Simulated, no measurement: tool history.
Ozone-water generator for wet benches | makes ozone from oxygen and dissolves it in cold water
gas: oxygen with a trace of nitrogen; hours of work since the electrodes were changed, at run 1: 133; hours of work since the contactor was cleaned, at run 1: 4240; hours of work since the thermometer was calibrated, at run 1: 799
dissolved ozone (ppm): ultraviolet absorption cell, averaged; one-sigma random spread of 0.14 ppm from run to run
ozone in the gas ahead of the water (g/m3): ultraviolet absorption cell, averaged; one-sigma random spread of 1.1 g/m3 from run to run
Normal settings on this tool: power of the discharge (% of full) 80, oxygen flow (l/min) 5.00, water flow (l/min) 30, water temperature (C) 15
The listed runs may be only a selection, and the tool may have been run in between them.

| run | day | power of the discharge (% of full) | oxygen flow (l/min) | water flow (l/min) | water temperature (C) | hours of work since the electrodes were changed | hours of work since the contactor was cleaned | hours of work since the thermometer was calibrated | dissolved ozone (ppm) | ozone in the gas ahead of the water (g/m3) |
|---|---|---|---|---|---|---|---|---|---|---|
| 1 | 0.000 | 80 | 5.00 | 30 | 15 | 133 | 4240 | 799 | 15.4 | 185.8 |
| 2 | 1.117 | 80 | 5.00 | 30 | 15 | 149 | 4257 | 815 | 15.1 | 186.1 |
| 3 | 2.254 | 80 | 5.00 | 30 | 15 | 166 | 4273 | 832 | 15.4 | 186.2 |
| 4 | 3.762 | 80 | 5.00 | 30 | 15 | 188 | 4296 | 855 | 15.2 | 186.1 |
| 5 | 4.796 | 80 | 5.00 | 30 | 15 | 204 | 4311 | 870 | 15.1 | 183.2 |
| 6 | 5.825 | 80 | 5.00 | 30 | 15 | 219 | 4326 | 885 | 15.4 | 183.3 |
| 7 | 7.362 | 80 | 5.00 | 30 | 15 | 242 | 4349 | 908 | 15.2 | 183.7 |
| 8 | 8.467 | 75 | 5.00 | 30 | 15 | 258 | 4366 | 925 | 14.4 | 174.2 |
| 9 | 10.162 | 75 | 5.00 | 30 | 15 | 283 | 4391 | 950 | 14.5 | 172.4 |
| 10 | 11.229 | 75 | 5.00 | 30 | 15 | 299 | 4407 | 966 | 14.3 | 171.6 |
| 11 | 11.992 | 75 | 5.00 | 30 | 15 | 311 | 4418 | 977 | 14.3 | 174.8 |
| 12 | 12.854 | 80 | 5.00 | 30 | 15 | 323 | 4431 | 990 | 15.2 | 182.9 |
| 13 | 14.550 | 80 | 5.00 | 31 | 15 | 349 | 4456 | 1015 | 14.7 | 182.9 |
| 14 | 15.979 | 80 | 5.00 | 31 | 15 | 370 | 4477 | 1036 | 14.7 | 181.8 |
| 15 | 17.638 | 80 | 5.00 | 31 | 15 | 394 | 4502 | 1061 | 14.5 | 182.7 |
| 16 | 18.588 | 80 | 5.00 | 30 | 15 | 409 | 4516 | 1075 | 15.2 | 182.9 |
| 17 | 19.542 | 80 | 5.00 | 30 | 15 | 423 | 4530 | 1089 | 15.0 | 183.3 |
|  | 19.800 | contactor cleaned |
| 18 | 21.217 | 80 | 5.00 | 30 | 15 | 445 | 21 | 1111 | 14.8 | 184.5 |
| 19 | 22.200 | 98 | 5.00 | 31 | 20 | 460 | 36 | 1126 | 16.0 | 219.9 |
|  | 22.583 | contactor cleaned, once more |
| 20 | 23.167 | 98 | 5.00 | 31 | 20 | 472 | 9 | 1138 | 17.5 | 220.3 |
| 21 | 24.629 | 56 | 8.57 | 26 | 12 | 493 | 30 | 1160 | 15.4 | 108.6 |
| 22 | 25.404 | 71 | 4.00 | 21 | 23 | 505 | 42 | 1171 | 16.5 | 179.1 |
| 23 | 27.029 | 71 | 4.00 | 48 | 21 | 529 | 66 | 1195 | 7.9 | 181.5 |
| 24 | 28.150 | 80 | 5.00 | 30 | 14 | 546 | 83 | 1212 | 15.9 | 182.4 |
| 25 | 29.267 | 82 | 5.00 | 22 | 21 | 562 | 99 | 1228 | 19.2 | 186.6 |
| 26 | 30.771 | 82 | 8.43 | 25 | 21 | 584 | 122 | 1251 | 19.0 | 151.8 |
| 27 | 31.954 | 75 | 4.96 | 25 | 21 | 602 | 139 | 1268 | 16.1 | 174.1 |
| 28 | 33.554 | 75 | 8.01 | 28 | 9 | 626 | 163 | 1292 | 19.0 | 143.5 |
| 29 | 34.967 | 75 | 8.01 | 28 | 9 | 647 | 184 | 1313 | 18.9 | 142.4 |
| 30 | 36.225 | 55 | 3.14 | 30 | 8 | 665 | 203 | 1332 | 10.1 | 156.6 |
| 31 | 37.567 | 43 | 3.14 | 28 | 8 | 685 | 222 | 1352 | 8.7 | 126.3 |
| 32 | 39.075 | 43 | 3.14 | 21 | 8 | 708 | 245 | 1374 | 12.0 | 127.3 |
| 33 | 40.779 | 80 | 5.28 | 38 | 20 | 733 | 270 | 1399 | 12.0 | 177.9 |
| 34 | 42.442 | 80 | 5.28 | 41 | 7 | 758 | 295 | 1424 | 12.7 | 177.8 |

Some steps in dissolved ozone (ppm), run to run, broken into two amounts with sign: the step expected even without the hidden condition (settings, incoming material, random variation), and the rest, left for the hidden condition together with whatever gauge scatter is not in both the measured and the hidden-condition-free result:
Hidden conditions of the tool in this case: yield of the discharge, % of new electrodes'; contactor's efficiency, % of a clean one's; true water temperature over the reading, C; drift of the gauge itself on ozone_ppm, %; drift of the gauge itself on gas_g_m3, %.
Run 7 -> 8: power of the discharge (% of full) 80 -> 75. dissolved ozone (ppm) -0.8: hidden state +0.2, all else -1.0.
Run 17 -> 18: contactor cleaned. dissolved ozone (ppm) -0.2: hidden state -0.4, all else +0.2.
Run 19 -> 20: contactor cleaned, once more. dissolved ozone (ppm) +1.5: hidden state +1.1, all else +0.4.
Run 22 -> 23: water flow (l/min) 21 -> 48, water temperature (C) 23 -> 21. dissolved ozone (ppm) -8.6: hidden state +0.2, all else -8.8.
Run 23 -> 24: power of the discharge (% of full) 71 -> 80, oxygen flow (l/min) 4.00 -> 5.00, water flow (l/min) 48 -> 30, water temperature (C) 21 -> 14. dissolved ozone (ppm) +8.0: hidden state -0.2, all else +8.2.
Run 29 -> 30: power of the discharge (% of full) 75 -> 55, oxygen flow (l/min) 8.01 -> 3.14, water flow (l/min) 28 -> 30, water temperature (C) 9 -> 8. dissolved ozone (ppm) -8.8: hidden state +0.2, all else -9.0.
